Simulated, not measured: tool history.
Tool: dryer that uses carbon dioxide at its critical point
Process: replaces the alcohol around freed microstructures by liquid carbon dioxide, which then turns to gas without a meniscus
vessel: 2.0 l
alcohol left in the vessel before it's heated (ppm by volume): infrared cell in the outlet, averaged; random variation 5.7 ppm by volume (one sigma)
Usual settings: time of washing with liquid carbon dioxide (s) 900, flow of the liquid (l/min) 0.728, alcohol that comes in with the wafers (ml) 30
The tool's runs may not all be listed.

run,day,time of washing with liquid carbon dioxide (s),flow of the liquid (l/min),alcohol that comes in with the wafers (ml),alcohol left in the vessel before it's heated (ppm by volume)
1,0.000,900,0.728,30,302
2,1.400,900,0.468,30,1226
3,2.325,900,0.468,30,1261
4,3.621,900,0.728,30,344
5,5.838,900,0.728,30,384
6,7.379,900,0.728,30,418
# day 8.125: inlet filter changed
7,8.775,900,0.728,30,194
8,10.838,900,0.728,30,215
9,13.088,900,0.728,30,246
10,14.929,900,0.728,59,480
11,16.608,900,0.728,30,283
12,17.750,600,0.728,23,816
13,19.300,600,0.728,37,1349
14,21.012,1200,0.728,27,105
15,22.233,1200,0.728,27,107
16,24.354,900,1.157,103,173
17,25.496,900,1.157,103,176
# day 25.862: inlet filter changed
18,26.733,900,0.767,60,327
19,27.733,1320,0.728,30,54
20,29.054,960,0.702,55,360
21,30.808,960,0.574,43,630

Forecast each of these 5 alternatives for the next run:
A,32.800,1260,0.551,30,?
B,32.800,960,1.232,43,?
C,32.800,960,0.443,43,?
D,32.800,1320,1.100,42,?
E,32.800,960,0.655,43,?

run,alcohol left in the vessel before it's heated (ppm by volume)
A,222
B,41
C,1432
D,35
E,427
Without the tool's hidden state the same runs would have given:
run,alcohol left in the vessel before it's heated (ppm by volume)
A,142
B,4
C,1163
D,2
E,300
